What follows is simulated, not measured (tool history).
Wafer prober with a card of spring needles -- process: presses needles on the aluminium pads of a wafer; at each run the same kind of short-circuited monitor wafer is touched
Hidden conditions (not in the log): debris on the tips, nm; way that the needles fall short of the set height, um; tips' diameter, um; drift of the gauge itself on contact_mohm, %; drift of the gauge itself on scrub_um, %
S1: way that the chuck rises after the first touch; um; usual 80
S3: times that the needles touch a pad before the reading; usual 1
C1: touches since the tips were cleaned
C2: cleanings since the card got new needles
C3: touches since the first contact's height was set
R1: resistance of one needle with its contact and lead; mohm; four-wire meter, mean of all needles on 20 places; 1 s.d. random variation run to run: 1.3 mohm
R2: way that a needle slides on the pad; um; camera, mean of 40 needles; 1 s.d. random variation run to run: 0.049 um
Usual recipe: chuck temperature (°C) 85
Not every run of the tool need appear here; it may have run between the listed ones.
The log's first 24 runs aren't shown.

Run 25, day 7.142: usual settings but S1 75 um, chuck temperature (°C) 65, S3 2; C1 3745; C2 40; C3 11237. Result: R1 108 mohm, R2 11.68 um.
At day 7.279: tips cleaned on abrasive film.
Run 26, day 7.375: usual settings but S1 67 um, chuck temperature (°C) 77, S3 2; C1 1185; C2 41; C3 14073. Result: R1 109 mohm, R2 10.6 um.
Run 27, day 7.583: usual settings but S1 74 um, chuck temperature (°C) 67; C1 3790; C2 41; C3 16678. Result: R1 111 mohm, R2 11.63 um.
At day 7.717: tips cleaned on abrasive film.
Run 28, day 8.004: usual settings but S1 74 um, chuck temperature (°C) 67; C1 3600; C2 42; C3 21890. Result: R1 114 mohm, R2 11.64 um.
At day 8.158: tips cleaned on abrasive film.
Run 29, day 8.188: usual settings but S1 84 um, chuck temperature (°C) 73, S3 2; C1 382; C2 43; C3 24121. Result: R1 109 mohm, R2 13.28 um.
At day 8.596: tips cleaned on abrasive film.
Run 30, day 8.596: usual settings but S1 84 um, chuck temperature (°C) 73, S3 2; C1 0; C2 44; C3 29144. Result: R1 109 mohm, R2 13.23 um.
Run 31, day 8.829: usual settings but S1 72 um, chuck temperature (°C) 26, S3 2; C1 2922; C2 44; C3 32066. Result: R1 105 mohm, R2 11.28 um.
At day 9.029: tips cleaned on abrasive film.
Run 32, day 9.233: usual settings but S1 72 um, chuck temperature (°C) 26, S3 2; C1 2544; C2 45; C3 37056. Result: R1 106 mohm, R2 11.25 um.
At day 9.479: tips cleaned on abrasive film.
Run 33, day 9.517: usual settings; C1 496; C2 46; C3 40557. Result: R1 111 mohm, R2 12.54 um.
Run 34, day 9.85: usual settings but S1 99 um, chuck temperature (°C) 122; C1 4669; C2 46; C3 44730. Result: R1 115 mohm, R2 15.5 um.

Here are 4 independent what-if runs from the current tool condition. What would each one return?
At day 9.925: tips cleaned on abrasive film.
Run A, day 10.029: usual settings but S1 82 um, chuck temperature (°C) 36, S3 2; C1 1317; C2 47; C3 46914. Result: R1 ?, R2 ?.
At day 9.925: tips cleaned on abrasive film.
Run B, day 10.029: usual settings but S1 65 um, chuck temperature (°C) 96, S3 3; C1 1317; C2 47; C3 46914. Result: R1 ?, R2 ?.
At day 9.925: tips cleaned on abrasive film.
Run C, day 10.029: usual settings but chuck temperature (°C) 36, S3 3; C1 1317; C2 47; C3 46914. Result: R1 ?, R2 ?.
At day 9.925: tips cleaned on abrasive film.
Run D, day 10.029: usual settings but chuck temperature (°C) 111; C1 1317; C2 47; C3 46914. Result: R1 ?, R2 ?.

run   R1     R2
  A  108  12.86
  B  113  10.15
  C  105   12.6
  D  112  12.57
Had the tool no hidden state, the same runs would have come out as:
run   R1     R2
  A  108  12.86
  B  113  10.15
  C  105   12.6
  D  112  12.57

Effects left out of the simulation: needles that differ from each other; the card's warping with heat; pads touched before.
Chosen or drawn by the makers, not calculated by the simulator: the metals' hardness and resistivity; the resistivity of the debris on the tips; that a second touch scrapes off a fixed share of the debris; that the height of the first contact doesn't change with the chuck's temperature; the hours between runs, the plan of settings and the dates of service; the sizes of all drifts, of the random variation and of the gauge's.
